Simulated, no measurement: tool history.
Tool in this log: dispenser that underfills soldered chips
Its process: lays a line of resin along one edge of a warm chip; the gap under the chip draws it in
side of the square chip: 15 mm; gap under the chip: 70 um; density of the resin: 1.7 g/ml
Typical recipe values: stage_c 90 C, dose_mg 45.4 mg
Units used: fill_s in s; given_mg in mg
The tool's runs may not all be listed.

| run | day | stage_c | dose_mg | fill_s | given_mg |
|---|---|---|---|---|---|
| 1 | 0.000 | 90 | 45.4 | 228.9 | 43.65 |
|  | 0.071 | dispensing valve cleaned and set on the balance |
|  | 0.142 | new syringe of resin |
| 2 | 0.196 | 90 | 45.4 | 211.7 | 45.42 |
|  | 0.471 | new syringe of resin |
| 3 | 0.471 | 90 | 45.6 | 201.5 | 45.28 |
| 4 | 0.629 | 90 | 45.4 | 218.9 | 45.25 |
|  | 0.796 | new syringe of resin |
| 5 | 0.904 | 90 | 45.4 | 216.4 | 44.99 |
| 6 | 1.071 | 90 | 49.6 | 229.9 | 49.02 |
|  | 1.121 | new syringe of resin |
| 7 | 1.271 | 90 | 55.3 | 212.8 | 54.59 |
|  | 1.429 | new syringe of resin |
| 8 | 1.588 | 90 | 55.3 | 216.0 | 54.70 |
|  | 1.746 | new syringe of resin |
| 9 | 1.796 | 84 | 41.2 | 267.3 | 40.56 |
| 10 | 1.988 | 87 | 45.6 | 263.9 | 44.91 |
|  | 2.062 | new syringe of resin |
| 11 | 2.242 | 87 | 45.6 | 252.9 | 44.70 |
|  | 2.371 | new syringe of resin |
| 12 | 2.400 | 75 | 46.2 | 394.5 | 45.10 |
| 13 | 2.633 | 97 | 54.4 | 170.1 | 53.11 |
|  | 2.683 | new syringe of resin |
| 14 | 2.958 | 95 | 50.1 | 183.1 | 48.64 |
|  | 2.996 | new syringe of resin |
| 15 | 3.142 | 87 | 50.1 | 246.5 | 48.63 |
| 16 | 3.288 | 79 | 59.0 | 363.0 | 57.13 |

Alternative continuations, all from the tool just after run 16; predict every row:
|  | 3.325 | new syringe of resin |
| A | 3.575 | 79 | 38.7 | ? | ? |
|  | 3.325 | new syringe of resin |
| B | 3.575 | 92 | 45.4 | ? | ? |
|  | 3.325 | new syringe of resin |
| C | 3.575 | 91 | 51.1 | ? | ? |

| run | fill_s | given_mg |
|---|---|---|
| A | 379.5 | 37.42 |
| B | 210.3 | 43.83 |
| C | 216.8 | 49.36 |
The same runs, with their run-to-run variation unchanged, on a tool lacking any hidden condition would have given:
| run | fill_s | given_mg |
|---|---|---|
| A | 332.1 | 38.75 |
| B | 184.5 | 45.39 |
| C | 190.6 | 51.11 |
